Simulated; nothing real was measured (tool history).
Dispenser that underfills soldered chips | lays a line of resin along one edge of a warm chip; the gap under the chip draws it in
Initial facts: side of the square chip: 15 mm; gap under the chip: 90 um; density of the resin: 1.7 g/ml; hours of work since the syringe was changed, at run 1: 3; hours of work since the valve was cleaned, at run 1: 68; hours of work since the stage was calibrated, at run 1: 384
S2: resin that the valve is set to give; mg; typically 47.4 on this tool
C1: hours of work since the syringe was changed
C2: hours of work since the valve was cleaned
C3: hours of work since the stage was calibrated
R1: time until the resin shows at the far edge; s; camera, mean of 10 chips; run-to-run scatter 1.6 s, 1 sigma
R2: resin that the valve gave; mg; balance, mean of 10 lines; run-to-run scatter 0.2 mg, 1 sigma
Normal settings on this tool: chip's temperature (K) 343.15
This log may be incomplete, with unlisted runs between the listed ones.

{"run": 1, "hour": 0.0, "chip's temperature (K)": 343.15, "S2": 47.4, "C1": 3, "C2": 68, "C3": 384, "R1": 226.3, "R2": 45.74}
{"hour": 6.9, "done": "new syringe of resin"}
{"run": 2, "hour": 12.5, "chip's temperature (K)": 337.15, "S2": 47.4, "C1": 4, "C2": 76, "C3": 393, "R1": 323.5, "R2": 45.42}
{"hour": 17.7, "done": "new syringe of resin"}
{"run": 3, "hour": 24.6, "chip's temperature (K)": 337.15, "S2": 47.4, "C1": 5, "C2": 85, "C3": 401, "R1": 348.5, "R2": 45.44}
{"hour": 28.4, "done": "new syringe of resin"}
{"run": 4, "hour": 34.4, "chip's temperature (K)": 343.15, "S2": 47.4, "C1": 4, "C2": 92, "C3": 408, "R1": 265.1, "R2": 45.23}
{"hour": 38.5, "done": "new syringe of resin"}
{"run": 5, "hour": 46.9, "chip's temperature (K)": 343.15, "S2": 47.4, "C1": 6, "C2": 100, "C3": 417, "R1": 316.0, "R2": 44.85}
{"hour": 49.3, "done": "new syringe of resin"}
{"run": 6, "hour": 56.2, "chip's temperature (K)": 343.15, "S2": 47.4, "C1": 5, "C2": 107, "C3": 423, "R1": 273.5, "R2": 44.49}
{"hour": 59.5, "done": "new syringe of resin"}
{"run": 7, "hour": 68.5, "chip's temperature (K)": 343.15, "S2": 47.4, "C1": 6, "C2": 115, "C3": 432, "R1": 316.0, "R2": 44.64}
{"hour": 69.8, "done": "new syringe of resin"}
{"hour": 72.7, "done": "dispensing valve cleaned and set on the balance"}
{"run": 8, "hour": 78.5, "chip's temperature (K)": 343.15, "S2": 47.4, "C1": 5, "C2": 4, "C3": 438, "R1": 288.7, "R2": 47.06}
{"hour": 80.8, "done": "new syringe of resin"}
{"run": 9, "hour": 89.2, "chip's temperature (K)": 350.15, "S2": 47.4, "C1": 6, "C2": 12, "C3": 445, "R1": 226.8, "R2": 46.76}
{"hour": 91.1, "done": "new syringe of resin"}
{"run": 10, "hour": 97.6, "chip's temperature (K)": 350.15, "S2": 47.4, "C1": 5, "C2": 17, "C3": 451, "R1": 200.6, "R2": 46.9}
{"hour": 101.2, "done": "new syringe of resin"}
{"run": 11, "hour": 108.9, "chip's temperature (K)": 350.15, "S2": 47.4, "C1": 5, "C2": 25, "C3": 459, "R1": 221.3, "R2": 46.66}
{"hour": 111.8, "done": "new syringe of resin"}
{"run": 12, "hour": 115.2, "chip's temperature (K)": 350.15, "S2": 47.4, "C1": 2, "C2": 29, "C3": 463, "R1": 171.3, "R2": 46.87}
{"hour": 122.2, "done": "new syringe of resin"}
{"run": 13, "hour": 128.9, "chip's temperature (K)": 350.15, "S2": 47.4, "C1": 5, "C2": 39, "C3": 473, "R1": 209.6, "R2": 46.3}
{"hour": 133.0, "done": "new syringe of resin"}
{"run": 14, "hour": 135.8, "chip's temperature (K)": 350.15, "S2": 47.4, "C1": 2, "C2": 44, "C3": 477, "R1": 166.3, "R2": 46.27}
{"hour": 143.4, "done": "new syringe of resin"}
{"run": 15, "hour": 147.9, "chip's temperature (K)": 350.15, "S2": 47.4, "C1": 3, "C2": 52, "C3": 486, "R1": 181.5, "R2": 46.04}
{"hour": 153.7, "done": "new syringe of resin"}
{"run": 16, "hour": 156.2, "chip's temperature (K)": 350.15, "S2": 47.4, "C1": 2, "C2": 58, "C3": 492, "R1": 159.8, "R2": 46.21}
{"hour": 163.8, "done": "new syringe of resin"}
{"run": 17, "hour": 169.4, "chip's temperature (K)": 350.15, "S2": 47.4, "C1": 4, "C2": 67, "C3": 501, "R1": 200.7, "R2": 45.79}
{"hour": 174.8, "done": "new syringe of resin"}
{"hour": 181.3, "done": "stage's temperature calibrated"}
{"run": 18, "hour": 181.5, "chip's temperature (K)": 338.15, "S2": 58.0, "C1": 4, "C2": 75, "C3": 0, "R1": 267.5, "R2": 56.0}
{"hour": 186.0, "done": "new syringe of resin"}
{"run": 19, "hour": 193.8, "chip's temperature (K)": 338.15, "S2": 58.0, "C1": 6, "C2": 83, "C3": 9, "R1": 309.5, "R2": 55.05}
{"hour": 196.4, "done": "new syringe of resin"}
{"run": 20, "hour": 201.6, "chip's temperature (K)": 343.15, "S2": 57.0, "C1": 4, "C2": 89, "C3": 14, "R1": 216.5, "R2": 54.4}
{"hour": 207.1, "done": "new syringe of resin"}
{"run": 21, "hour": 211.0, "chip's temperature (K)": 346.15, "S2": 54.7, "C1": 3, "C2": 95, "C3": 21, "R1": 175.9, "R2": 52.21}
{"hour": 217.0, "done": "new syringe of resin"}
{"run": 22, "hour": 224.0, "chip's temperature (K)": 346.15, "S2": 54.7, "C1": 5, "C2": 104, "C3": 30, "R1": 211.0, "R2": 51.83}
{"hour": 227.0, "done": "new syringe of resin"}
{"run": 23, "hour": 233.7, "chip's temperature (K)": 332.15, "S2": 47.4, "C1": 5, "C2": 111, "C3": 36, "R1": 383.8, "R2": 44.62}
{"hour": 237.8, "done": "new syringe of resin"}
{"hour": 244.0, "done": "dispensing valve cleaned and set on the balance"}
{"run": 24, "hour": 245.3, "chip's temperature (K)": 332.15, "S2": 47.4, "C1": 5, "C2": 1, "C3": 44, "R1": 366.8, "R2": 47.73}
{"hour": 249.1, "done": "new syringe of resin"}
{"run": 25, "hour": 251.6, "chip's temperature (K)": 330.15, "S2": 59.3, "C1": 2, "C2": 5, "C3": 48, "R1": 303.9, "R2": 59.18}
{"run": 26, "hour": 257.7, "chip's temperature (K)": 344.15, "S2": 52.3, "C1": 6, "C2": 10, "C3": 52, "R1": 251.3, "R2": 52.72}
{"hour": 259.7, "done": "new syringe of resin"}
{"hour": 270.1, "done": "new syringe of resin"}
{"run": 27, "hour": 271.5, "chip's temperature (K)": 339.15, "S2": 40.9, "C1": 1, "C2": 19, "C3": 62, "R1": 213.6, "R2": 40.63}
{"run": 28, "hour": 277.5, "chip's temperature (K)": 348.15, "S2": 51.9, "C1": 5, "C2": 23, "C3": 66, "R1": 201.7, "R2": 51.31}
{"hour": 280.5, "done": "new syringe of resin"}
{"run": 29, "hour": 287.2, "chip's temperature (K)": 329.15, "S2": 51.8, "C1": 5, "C2": 30, "C3": 73, "R1": 421.2, "R2": 51.1}
{"hour": 291.1, "done": "new syringe of resin"}
{"run": 30, "hour": 297.6, "chip's temperature (K)": 348.15, "S2": 61.2, "C1": 5, "C2": 37, "C3": 80, "R1": 192.8, "R2": 59.84}
{"hour": 301.6, "done": "new syringe of resin"}
{"run": 31, "hour": 305.6, "chip's temperature (K)": 348.15, "S2": 61.2, "C1": 3, "C2": 43, "C3": 86, "R1": 163.1, "R2": 59.69}
{"hour": 311.9, "done": "new syringe of resin"}
{"run": 32, "hour": 317.4, "chip's temperature (K)": 333.15, "S2": 44.9, "C1": 4, "C2": 51, "C3": 94, "R1": 346.3, "R2": 43.59}
{"hour": 322.2, "done": "new syringe of resin"}
{"run": 33, "hour": 329.3, "chip's temperature (K)": 333.15, "S2": 44.9, "C1": 5, "C2": 59, "C3": 102, "R1": 380.8, "R2": 43.73}

Consider 4 possible next runs. They are alternatives, not a sequence: every one starts from the tool as it was left by run 33. What does each give?
{"hour": 332.6, "done": "new syringe of resin"}
{"run": "A", "hour": 341.5, "chip's temperature (K)": 329.15, "S2": 44.9, "C1": 6, "C2": 68, "C3": 111, "R1": "?", "R2": "?"}
{"hour": 332.6, "done": "new syringe of resin"}
{"run": "B", "hour": 341.5, "chip's temperature (K)": 339.15, "S2": 44.9, "C1": 6, "C2": 68, "C3": 111, "R1": "?", "R2": "?"}
{"hour": 332.6, "done": "new syringe of resin"}
{"run": "C", "hour": 341.5, "chip's temperature (K)": 351.15, "S2": 44.9, "C1": 6, "C2": 68, "C3": 111, "R1": "?", "R2": "?"}
{"hour": 332.6, "done": "new syringe of resin"}
{"run": "D", "hour": 341.5, "chip's temperature (K)": 333.15, "S2": 47.4, "C1": 6, "C2": 68, "C3": 111, "R1": "?", "R2": "?"}

run=A R1=498.2 R2=43.27
run=B R1=330.2 R2=43.27
run=C R1=211.2 R2=43.29
run=D R1=410.3 R2=45.74
Without the tool's unlogged condition, the same runs would have read:
run=A R1=285.0 R2=44.80
run=B R1=189.4 R2=44.80
run=C R1=121.3 R2=44.82
run=D R1=235.3 R2=47.36
